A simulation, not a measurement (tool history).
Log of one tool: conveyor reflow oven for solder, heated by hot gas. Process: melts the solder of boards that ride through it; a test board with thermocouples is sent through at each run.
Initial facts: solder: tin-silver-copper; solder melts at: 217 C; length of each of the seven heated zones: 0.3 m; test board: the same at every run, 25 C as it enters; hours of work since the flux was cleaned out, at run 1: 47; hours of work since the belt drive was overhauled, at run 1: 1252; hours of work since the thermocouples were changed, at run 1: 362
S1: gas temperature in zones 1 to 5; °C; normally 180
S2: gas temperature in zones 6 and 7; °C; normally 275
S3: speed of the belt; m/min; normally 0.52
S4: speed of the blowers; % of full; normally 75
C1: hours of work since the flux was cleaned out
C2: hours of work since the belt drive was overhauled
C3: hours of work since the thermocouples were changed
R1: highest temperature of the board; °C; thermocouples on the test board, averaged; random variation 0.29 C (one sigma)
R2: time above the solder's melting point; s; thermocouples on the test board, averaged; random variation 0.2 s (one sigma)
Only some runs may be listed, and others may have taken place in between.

run   hour   S1   S2     S3  S4   C1    C2   C3     R1    R2
  1      0  180  275   0.52  75   47  1252  362    256  56.9
  2   40.4  180  275   0.52  75   78  1283  393    256    56
      54.7  -- belt drive overhauled, speed set with a stopwatch
  3   79.3  180  275   0.52  75  104    19  419  255.3  54.4
  4  116.1  180  275   0.52  75  133    47  447  254.6  54.4
  5  148.6  180  275   0.52  75  157    72  472  253.9    54
  6  171.9  180  275  0.489  75  175    89  490  255.5  59.5
  7  221.3  180  275   0.52  75  213   127  528  253.6  53.5
  8  252.6  180  275   0.52  75  237   151  552  253.6  53.8
  9  292.2  180  275   0.52  77  267   181  582    254    54
 10    317  180  275   0.52  77  286   200  601  253.9  53.5
 11  370.3  175  275  0.614  77  327   241  641  245.4  37.2
 12  397.1  175  275  0.614  77  347   261  662    245  36.9
 13  432.4  180  267  0.497  75  374   288  689  247.4  51.4

Run 14 has not been measured yet. What should we expect?
     452.1  -- thermocouples of zones 6 and 7 changed
 14  464.8  184  275  0.583  75  397  311  10   ?   ?

R1: 250.7 °C
R2: 46.2 s
Take away the tool's hidden state, keep the run-to-run variation as it was, and the same run would have given R1 253.8 °C, R2 48.8 s.
